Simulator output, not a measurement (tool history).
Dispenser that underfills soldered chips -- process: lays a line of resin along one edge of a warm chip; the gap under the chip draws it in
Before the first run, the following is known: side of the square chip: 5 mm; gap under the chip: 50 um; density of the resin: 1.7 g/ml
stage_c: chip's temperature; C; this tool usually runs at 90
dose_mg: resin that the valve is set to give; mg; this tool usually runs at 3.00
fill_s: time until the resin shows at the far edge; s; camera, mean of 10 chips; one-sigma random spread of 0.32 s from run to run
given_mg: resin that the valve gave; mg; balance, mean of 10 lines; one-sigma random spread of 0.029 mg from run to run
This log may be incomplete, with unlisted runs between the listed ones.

Run 1, day 0.000: usual settings. Result: fill_s 29.0 s, given_mg 3.01 mg.
At day 0.033: new syringe of resin.
Run 2, day 0.312: usual settings but stage_c 81 C. Result: fill_s 24.3 s, given_mg 2.97 mg.
Run 3, day 0.692: usual settings but stage_c 81 C. Result: fill_s 39.3 s, given_mg 2.98 mg.
At day 0.754: new syringe of resin.
Run 4, day 0.908: usual settings but stage_c 81 C. Result: fill_s 20.5 s, given_mg 2.95 mg.
Run 5, day 1.212: usual settings but stage_c 81 C. Result: fill_s 30.2 s, given_mg 2.96 mg.
Run 6, day 1.371: usual settings but stage_c 81 C. Result: fill_s 36.3 s, given_mg 2.93 mg.
At day 1.467: new syringe of resin.
Run 7, day 1.567: usual settings but stage_c 81 C. Result: fill_s 19.9 s, given_mg 2.94 mg.
Run 8, day 1.725: usual settings but stage_c 92 C. Result: fill_s 16.5 s, given_mg 2.83 mg.
Run 9, day 1.933: usual settings but stage_c 92 C. Result: fill_s 20.9 s, given_mg 2.90 mg.
Run 10, day 2.121: usual settings but stage_c 92 C. Result: fill_s 26.6 s, given_mg 2.88 mg.
At day 2.171: new syringe of resin.
Run 11, day 2.496: usual settings but stage_c 83 C. Result: fill_s 23.7 s, given_mg 2.90 mg.
Run 12, day 2.696: usual settings but stage_c 83 C. Result: fill_s 31.3 s, given_mg 2.89 mg.
At day 2.892: new syringe of resin.
Run 13, day 2.988: usual settings but dose_mg 2.74 mg. Result: fill_s 13.6 s, given_mg 2.67 mg.
Run 14, day 3.279: usual settings but dose_mg 3.71 mg. Result: fill_s 19.4 s, given_mg 3.53 mg.
Run 15, day 3.512: usual settings but dose_mg 3.07 mg. Result: fill_s 27.0 s, given_mg 2.91 mg.
At day 3.608: new syringe of resin.
Run 16, day 3.708: usual settings but stage_c 94 C. Result: fill_s 13.0 s, given_mg 2.84 mg.
Run 17, day 3.992: usual settings but stage_c 94 C. Result: fill_s 18.5 s, given_mg 2.82 mg.
Run 18, day 4.267: usual settings. Result: fill_s 29.3 s, given_mg 2.82 mg.
At day 4.317: new syringe of resin.
Run 19, day 4.600: usual settings but stage_c 81 C, dose_mg 2.53 mg. Result: fill_s 26.8 s, given_mg 2.35 mg.
Run 20, day 4.762: usual settings but stage_c 80 C, dose_mg 3.64 mg. Result: fill_s 30.9 s, given_mg 3.37 mg.
At day 5.017: new syringe of resin.
Run 21, day 5.050: usual settings but stage_c 80 C, dose_mg 3.45 mg. Result: fill_s 18.7 s, given_mg 3.20 mg.
Run 22, day 5.250: usual settings but stage_c 92 C, dose_mg 2.89 mg. Result: fill_s 16.7 s, given_mg 2.64 mg.
Run 23, day 5.475: usual settings but dose_mg 3.27 mg. Result: fill_s 23.4 s, given_mg 3.04 mg.
Run 24, day 5.683: usual settings but dose_mg 3.27 mg. Result: fill_s 29.6 s, given_mg 2.99 mg.
At day 5.729: new syringe of resin.
Run 25, day 5.875: usual settings but dose_mg 3.27 mg. Result: fill_s 14.8 s, given_mg 2.99 mg.
Run 26, day 6.146: usual settings but stage_c 77 C, dose_mg 3.47 mg. Result: fill_s 32.9 s, given_mg 3.12 mg.
At day 6.446: new syringe of resin.
Run 27, day 6.483: usual settings but stage_c 75 C, dose_mg 3.41 mg. Result: fill_s 22.5 s, given_mg 3.07 mg.
Run 28, day 6.862: usual settings but dose_mg 3.22 mg. Result: fill_s 21.4 s, given_mg 2.84 mg.
Run 29, day 7.042: usual settings but stage_c 97 C, dose_mg 3.36 mg. Result: fill_s 20.3 s, given_mg 2.95 mg.
At day 7.150: new syringe of resin.
Run 30, day 7.250: usual settings but stage_c 92 C, dose_mg 3.46 mg. Result: fill_s 13.2 s, given_mg 3.00 mg.
At day 7.438: dispensing valve cleaned and set on the balance.
Run 31, day 7.638: usual settings but stage_c 100 C, dose_mg 3.25 mg. Result: fill_s 15.3 s, given_mg 3.23 mg.
At day 7.892: new syringe of resin.
Run 32, day 7.892: usual settings but stage_c 81 C, dose_mg 3.27 mg. Result: fill_s 17.4 s, given_mg 3.21 mg.
Run 33, day 8.233: usual settings but stage_c 94 C, dose_mg 3.23 mg. Result: fill_s 16.6 s, given_mg 3.19 mg.
Run 34, day 8.412: usual settings but stage_c 85 C, dose_mg 3.49 mg. Result: fill_s 28.6 s, given_mg 3.47 mg.
At day 8.596: new syringe of resin.
Run 35, day 8.721: usual settings but stage_c 85 C, dose_mg 3.49 mg. Result: fill_s 16.9 s, given_mg 3.39 mg.

Each row is a separate what-if for the run after 35, all from the same tool condition, not one after another. Results?
Run A, day 9.088: usual settings but stage_c 99 C, dose_mg 3.49 mg. Result: fill_s ?, given_mg ?.
Run B, day 9.088: usual settings but stage_c 100 C, dose_mg 2.96 mg. Result: fill_s ?, given_mg ?.
Run C, day 9.088: usual settings but stage_c 82 C, dose_mg 2.56 mg. Result: fill_s ?, given_mg ?.
Run D, day 9.088: usual settings but stage_c 98 C, dose_mg 2.64 mg. Result: fill_s ?, given_mg ?.
Run E, day 9.088: usual settings but stage_c 102 C, dose_mg 3.84 mg. Result: fill_s ?, given_mg ?.

run  fill_s  given_mg
  A    16.7      3.43
  B    16.6      2.87
  C    32.4      2.47
  D    17.6      2.57
  E    15.3      3.68
What these runs would have given with no unlogged condition in the tool:
run  fill_s  given_mg
  A     8.8      3.52
  B     8.9      2.94
  C    17.1      2.53
  D     9.1      2.64
  E     8.2      3.78

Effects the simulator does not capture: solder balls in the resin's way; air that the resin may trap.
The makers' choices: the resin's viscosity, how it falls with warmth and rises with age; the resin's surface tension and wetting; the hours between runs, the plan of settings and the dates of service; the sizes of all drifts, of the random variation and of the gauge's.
